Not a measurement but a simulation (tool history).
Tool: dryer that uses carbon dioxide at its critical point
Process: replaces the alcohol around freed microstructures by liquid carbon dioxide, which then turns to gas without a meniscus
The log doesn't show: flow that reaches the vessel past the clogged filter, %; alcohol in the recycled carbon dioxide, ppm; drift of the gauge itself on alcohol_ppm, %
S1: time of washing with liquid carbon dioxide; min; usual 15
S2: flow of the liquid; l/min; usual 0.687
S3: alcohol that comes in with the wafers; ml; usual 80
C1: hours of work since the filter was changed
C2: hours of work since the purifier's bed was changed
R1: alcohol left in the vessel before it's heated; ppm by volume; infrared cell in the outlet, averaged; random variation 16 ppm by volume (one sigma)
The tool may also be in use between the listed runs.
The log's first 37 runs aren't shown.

run,hour,S1,S2,S3,C1,C2,R1
38,319.6,19,0.893,30,12,412,63
39,327.9,19,0.893,30,17,417,67
40,339.3,19,0.893,30,23,423,64
41,346.9,19,1.082,30,27,427,33
42,356.4,15,0.591,33,32,432,825
43,362.1,11,0.687,64,35,435,2413
44,371.0,20,0.687,117,40,440,564
45,377.0,20,0.687,117,43,443,563
46,383.3,24,0.675,34,46,446,104
47,388.6,24,0.675,34,49,449,104

Forecast each of these 4 alternatives for the next run:
A,394.3,13,0.687,80,52,452,?
B,394.3,14,0.566,80,52,452,?
C,394.3,24,0.675,23,52,452,?
D,394.3,17,0.687,80,52,452,?

run,R1
A,1959
B,2695
C,73
D,774
Without the tool's hidden state the same runs would have given:
run,R1
A,1705
B,2386
C,39
D,636
